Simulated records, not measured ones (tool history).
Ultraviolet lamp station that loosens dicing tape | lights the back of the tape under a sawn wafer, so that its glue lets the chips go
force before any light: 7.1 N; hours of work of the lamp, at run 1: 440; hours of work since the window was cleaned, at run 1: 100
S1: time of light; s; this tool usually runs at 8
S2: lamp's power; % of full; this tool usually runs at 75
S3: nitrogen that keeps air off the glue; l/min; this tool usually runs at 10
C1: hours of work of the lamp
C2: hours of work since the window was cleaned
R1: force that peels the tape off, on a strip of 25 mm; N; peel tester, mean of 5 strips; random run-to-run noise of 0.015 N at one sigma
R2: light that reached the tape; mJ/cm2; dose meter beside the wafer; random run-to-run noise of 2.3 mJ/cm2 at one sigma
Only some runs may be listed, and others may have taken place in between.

Run 1, hour 0: usual settings; C1 440; C2 100. Result: R1 1.048 N, R2 176 mJ/cm2.
Run 2, hour 26.9: usual settings; C1 454; C2 114. Result: R1 1.099 N, R2 167 mJ/cm2.
Run 3, hour 56.7: usual settings; C1 470; C2 129. Result: R1 1.122 N, R2 173 mJ/cm2.
Run 4, hour 82.5: usual settings; C1 483; C2 143. Result: R1 1.164 N, R2 164 mJ/cm2.
Run 5, hour 106: usual settings; C1 495; C2 155. Result: R1 1.19 N, R2 163 mJ/cm2.
Run 6, hour 126.4: usual settings; C1 505; C2 165. Result: R1 1.188 N, R2 158 mJ/cm2.
Run 7, hour 142.1: usual settings but S1 5 s; C1 513; C2 173. Result: R1 2.299 N, R2 100 mJ/cm2.
Run 8, hour 169.2: usual settings; C1 527; C2 187. Result: R1 1.269 N, R2 163 mJ/cm2.
Run 9, hour 201.1: usual settings; C1 544; C2 203. Result: R1 1.308 N, R2 156 mJ/cm2.
At hour 203.8: window cleaned of glue's vapour.
Run 10, hour 220: usual settings; C1 553; C2 8. Result: R1 1.578 N, R2 138 mJ/cm2.
Run 11, hour 239.2: usual settings; C1 563; C2 18. Result: R1 1.571 N, R2 136 mJ/cm2.
Run 12, hour 262: usual settings; C1 575; C2 30. Result: R1 1.626 N, R2 136 mJ/cm2.
At hour 276.4: window cleaned of glue's vapour, once more.
Run 13, hour 294.1: usual settings; C1 591; C2 9. Result: R1 1.009 N, R2 176 mJ/cm2.
Run 14, hour 307.5: usual settings; C1 598; C2 16. Result: R1 1.073 N, R2 181 mJ/cm2.
Run 15, hour 338.8: usual settings but S1 5 s, S2 70 % of full, S3 16 l/min; C1 614; C2 32. Result: R1 2.027 N, R2 102 mJ/cm2.
Run 16, hour 363.6: usual settings but S1 7 s, S2 70 % of full, S3 15 l/min; C1 627; C2 45. Result: R1 1.3 N, R2 138 mJ/cm2.
Run 17, hour 388.5: usual settings but S3 4 l/min; C1 639; C2 58. Result: R1 1.784 N, R2 165 mJ/cm2.
Run 18, hour 412.1: usual settings but S3 4 l/min; C1 652; C2 70. Result: R1 1.853 N, R2 166 mJ/cm2.
Run 19, hour 443.4: usual settings but S3 4 l/min; C1 668; C2 86. Result: R1 1.803 N, R2 164 mJ/cm2.
Run 20, hour 471.7: usual settings but S1 11 s, S2 72 % of full, S3 3 l/min; C1 682; C2 100. Result: R1 1.557 N, R2 208 mJ/cm2.
Run 21, hour 503.1: usual settings but S1 10 s, S2 72 % of full, S3 4 l/min; C1 698; C2 116. Result: R1 1.503 N, R2 192 mJ/cm2.
Run 22, hour 532.6: usual settings but S1 10 s, S3 14 l/min; C1 713; C2 132. Result: R1 0.786 N, R2 189 mJ/cm2.
Run 23, hour 549.1: usual settings but S1 5 s, S2 60 % of full; C1 722; C2 140. Result: R1 2.965 N, R2 77 mJ/cm2.
Run 24, hour 573.9: usual settings but S1 5 s, S2 60 % of full; C1 735; C2 153. Result: R1 3.087 N, R2 75 mJ/cm2.
Run 25, hour 589.5: usual settings but S2 64 % of full, S3 7 l/min; C1 743; C2 161. Result: R1 2.048 N, R2 124 mJ/cm2.
Run 26, hour 604.5: usual settings but S2 97 % of full; C1 750; C2 168. Result: R1 0.918 N, R2 188 mJ/cm2.
Run 27, hour 633.4: usual settings but S2 97 % of full; C1 765; C2 183. Result: R1 0.945 N, R2 185 mJ/cm2.
Run 28, hour 650.8: usual settings but S2 97 % of full; C1 774; C2 192. Result: R1 0.954 N, R2 185 mJ/cm2.

Below are 4 alternative next runs, each starting from the tool's condition after run 28. Predict each:
Run A, hour 672.1: usual settings but S1 7 s, S2 64 % of full; C1 785; C2 203. Result: R1 ?, R2 ?.
Run B, hour 672.1: usual settings but S2 80 % of full, S3 8 l/min; C1 785; C2 203. Result: R1 ?, R2 ?.
Run C, hour 672.1: usual settings but S1 5 s, S2 92 % of full, S3 4 l/min; C1 785; C2 203. Result: R1 ?, R2 ?.
Run D, hour 672.1: usual settings but S1 5 s; C1 785; C2 203. Result: R1 ?, R2 ?.

run     R1   R2
  A  2.234  103
  B  1.509  144
  C  2.948  103
  D  2.665   85
With the hidden condition removed and each run's random variation left untouched, the same runs would have given:
run     R1   R2
  A  1.209  163
  B  0.704  228
  C   1.81  164
  D  1.575  134
